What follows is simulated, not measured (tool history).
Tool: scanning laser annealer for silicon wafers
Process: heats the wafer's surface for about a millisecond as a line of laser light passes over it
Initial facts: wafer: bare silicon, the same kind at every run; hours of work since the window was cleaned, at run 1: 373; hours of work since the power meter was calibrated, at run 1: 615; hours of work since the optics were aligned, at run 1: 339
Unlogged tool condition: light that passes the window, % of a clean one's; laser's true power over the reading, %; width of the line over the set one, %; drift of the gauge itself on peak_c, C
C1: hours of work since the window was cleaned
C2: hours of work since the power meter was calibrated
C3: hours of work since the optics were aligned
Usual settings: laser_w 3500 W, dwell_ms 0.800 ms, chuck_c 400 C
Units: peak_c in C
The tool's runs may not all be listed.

run 1 hour=0.0 | laser_w=3500 dwell_ms=0.800 chuck_c=400 | C1=373 C2=615 C3=339 | peak_c=1091
run 2 hour=31.9 | laser_w=3500 dwell_ms=0.800 chuck_c=400 | C1=392 C2=634 C3=358 | peak_c=1089
run 3 hour=54.1 | laser_w=3500 dwell_ms=0.800 chuck_c=400 | C1=405 C2=647 C3=371 | peak_c=1091
run 4 hour=70.6 | laser_w=3500 dwell_ms=0.800 chuck_c=400 | C1=415 C2=657 C3=381 | peak_c=1087
run 5 hour=84.8 | laser_w=3500 dwell_ms=0.800 chuck_c=400 | C1=423 C2=665 C3=389 | peak_c=1090
run 6 hour=103.2 | laser_w=3500 dwell_ms=0.800 chuck_c=433 | C1=434 C2=676 C3=400 | peak_c=1123
run 7 hour=132.9 | laser_w=3500 dwell_ms=0.800 chuck_c=433 | C1=452 C2=693 C3=417 | peak_c=1123
run 8 hour=163.2 | laser_w=3110 dwell_ms=0.800 chuck_c=379 | C1=470 C2=711 C3=435 | peak_c=991
run 9 hour=191.1 | laser_w=3302 dwell_ms=0.800 chuck_c=380 | C1=486 C2=728 C3=452 | peak_c=1030
run 10 hour=215.0 | laser_w=3294 dwell_ms=0.575 chuck_c=383 | C1=500 C2=742 C3=466 | peak_c=946
run 11 hour=237.1 | laser_w=3734 dwell_ms=0.824 chuck_c=413 | C1=513 C2=755 C3=479 | peak_c=1157

For run 12, what comes out?
run 12 hour=251.3 | laser_w=3734 dwell_ms=0.824 chuck_c=413 | C1=522 C2=763 C3=487 | peak_c=?

For run 12 the tool returned peak_c 1152 C.
Were there no unlogged condition in the tool, this run, its random variation unchanged, would have produced peak_c 1173 C.

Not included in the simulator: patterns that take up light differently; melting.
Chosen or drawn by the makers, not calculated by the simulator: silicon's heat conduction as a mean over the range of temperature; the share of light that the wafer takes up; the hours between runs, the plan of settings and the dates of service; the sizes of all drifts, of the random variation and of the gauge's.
